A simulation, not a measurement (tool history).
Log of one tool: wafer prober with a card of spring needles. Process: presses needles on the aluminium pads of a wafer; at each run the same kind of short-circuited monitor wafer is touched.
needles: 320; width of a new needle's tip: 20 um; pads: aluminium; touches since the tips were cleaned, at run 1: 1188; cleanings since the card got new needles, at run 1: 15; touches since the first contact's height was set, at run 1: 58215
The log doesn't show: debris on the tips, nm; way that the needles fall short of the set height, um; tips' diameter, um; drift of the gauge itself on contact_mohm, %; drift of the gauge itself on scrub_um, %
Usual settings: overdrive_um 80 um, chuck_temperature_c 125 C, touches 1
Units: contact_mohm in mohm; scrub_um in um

| run | hour | overdrive_um | chuck_temperature_c | touches | touches since the tips were cleaned | cleanings since the card got new needles | touches since the first contact's height was set | contact_mohm | scrub_um |
|---|---|---|---|---|---|---|---|---|---|
| 1 | 0.0 | 80 | 125 | 1 | 1188 | 15 | 58215 | 146 | 16.98 |
|  | 8.2 | tips cleaned on abrasive film |
|  | 19.8 | tips cleaned on abrasive film |
|  | 20.1 | height of the first contact set anew |
|  | 31.4 | tips cleaned on abrasive film |
| 2 | 33.3 | 80 | 125 | 1 | 700 | 18 | 4618 | 148 | 17.12 |
|  | 42.0 | tips cleaned on abrasive film |
|  | 52.7 | tips cleaned on abrasive film |
| 3 | 56.8 | 80 | 125 | 1 | 1446 | 20 | 12825 | 147 | 17.10 |
|  | 62.7 | tips cleaned on abrasive film |
|  | 73.7 | tips cleaned on abrasive film |
|  | 85.0 | tips cleaned on abrasive film |
| 4 | 85.1 | 80 | 94 | 1 | 34 | 23 | 22674 | 139 | 17.04 |
|  | 96.2 | tips cleaned on abrasive film |
| 5 | 105.4 | 80 | 94 | 1 | 3234 | 24 | 29786 | 149 | 17.07 |
|  | 107.8 | tips cleaned on abrasive film |
|  | 118.9 | tips cleaned on abrasive film |
|  | 130.1 | tips cleaned on abrasive film |
| 6 | 133.8 | 80 | 125 | 1 | 1308 | 27 | 39707 | 148 | 16.98 |
|  | 140.1 | tips cleaned on abrasive film |
|  | 150.9 | tips cleaned on abrasive film |
| 7 | 152.4 | 80 | 57 | 1 | 522 | 29 | 46190 | 138 | 17.00 |
|  | 161.5 | tips cleaned on abrasive film |
|  | 172.2 | tips cleaned on abrasive film |
|  | 182.8 | tips cleaned on abrasive film |
| 8 | 190.2 | 80 | 57 | 1 | 2586 | 32 | 59380 | 142 | 16.99 |
|  | 192.6 | tips cleaned on abrasive film |
|  | 204.2 | tips cleaned on abrasive film |
|  | 206.4 | height of the first contact set anew |
| 9 | 209.6 | 80 | 36 | 1 | 1800 | 34 | 1154 | 134 | 17.09 |
|  | 214.4 | tips cleaned on abrasive film |
|  | 224.7 | tips cleaned on abrasive film |
| 10 | 233.5 | 80 | 36 | 1 | 3078 | 36 | 9475 | 139 | 17.07 |
|  | 235.9 | tips cleaned on abrasive film |
|  | 247.4 | tips cleaned on abrasive film |
| 11 | 254.8 | 80 | 112 | 1 | 2618 | 38 | 16935 | 148 | 17.07 |
|  | 257.2 | tips cleaned on abrasive film |
|  | 268.1 | tips cleaned on abrasive film |
|  | 277.4 | tips cleaned on abrasive film |
| 12 | 281.0 | 80 | 112 | 1 | 1256 | 41 | 26054 | 147 | 17.07 |
|  | 287.0 | tips cleaned on abrasive film |
|  | 298.3 | tips cleaned on abrasive film |
| 13 | 306.6 | 80 | 112 | 1 | 2933 | 43 | 35003 | 150 | 17.06 |

Run 14 comes next. What will it give?
|  | 308.6 | tips cleaned on abrasive film |
|  | 319.7 | tips cleaned on abrasive film |
| 14 | 327.0 | 80 | 125 | 1 | 2566 | 45 | 42132 | ? | ? |

contact_mohm: 155 mohm
scrub_um: 17.06 um
Without the tool's hidden state the same run would have given contact_mohm 146 mohm, scrub_um 17.16 um.
